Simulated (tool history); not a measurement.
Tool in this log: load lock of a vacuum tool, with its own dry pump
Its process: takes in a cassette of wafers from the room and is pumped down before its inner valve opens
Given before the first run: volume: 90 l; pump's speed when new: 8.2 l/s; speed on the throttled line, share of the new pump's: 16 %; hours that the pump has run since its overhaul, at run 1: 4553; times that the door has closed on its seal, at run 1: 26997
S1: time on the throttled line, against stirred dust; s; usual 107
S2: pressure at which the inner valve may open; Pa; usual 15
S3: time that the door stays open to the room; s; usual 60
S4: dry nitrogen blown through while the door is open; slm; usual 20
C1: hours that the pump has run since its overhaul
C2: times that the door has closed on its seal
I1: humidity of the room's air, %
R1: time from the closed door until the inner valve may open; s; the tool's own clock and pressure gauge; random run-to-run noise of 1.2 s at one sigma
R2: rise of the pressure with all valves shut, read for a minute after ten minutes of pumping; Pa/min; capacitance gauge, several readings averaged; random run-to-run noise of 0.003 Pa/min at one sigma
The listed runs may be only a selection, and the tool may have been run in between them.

run,day,S1,S2,S3,S4,C1,C2,I1,R1,R2
1,0.000,107,15,60,20,4553,26997,41.4,192.8,0.154
2,3.475,107,15,60,20,4637,27359,43.4,192.1,0.157
3,7.167,107,15,60,20,4725,27743,46.8,194.6,0.159
4,11.504,107,15,60,20,4829,28194,46.4,191.9,0.159
5,15.562,107,10,60,20,4927,28616,44.8,197.4,0.167
6,20.000,107,15,60,20,5033,29078,44.1,194.8,0.170
7,22.862,186,15,59,20,5102,29375,42.2,258.4,0.176
8,27.758,107,17,139,14,5220,29884,41.7,191.8,0.193
9,30.842,107,15,93,14,5294,30205,42.3,193.9,0.187
10,35.996,107,15,93,14,5417,30741,43.6,193.8,0.196
11,38.475,95,13,112,18,5477,30999,44.9,184.8,0.198
12,42.367,95,13,112,18,5570,31404,46.2,187.1,0.205

What would each run have given without the hidden state, its run-to-run variation left as it was?
The hidden state here: pump's speed, % of a new pump's; leak at the door's seal, Pa l/s; drift of the gauge itself on ready_s, %; drift of the gauge itself on rise_pa_min, %.
run,R1,R2
1,188.1,0.024
2,187.3,0.021
3,189.7,0.024
4,186.9,0.019
5,191.8,0.024
6,189.6,0.024
7,253.9,0.025
8,186.5,0.037
9,188.3,0.032
10,188.1,0.032
11,178.8,0.034
12,180.9,0.035

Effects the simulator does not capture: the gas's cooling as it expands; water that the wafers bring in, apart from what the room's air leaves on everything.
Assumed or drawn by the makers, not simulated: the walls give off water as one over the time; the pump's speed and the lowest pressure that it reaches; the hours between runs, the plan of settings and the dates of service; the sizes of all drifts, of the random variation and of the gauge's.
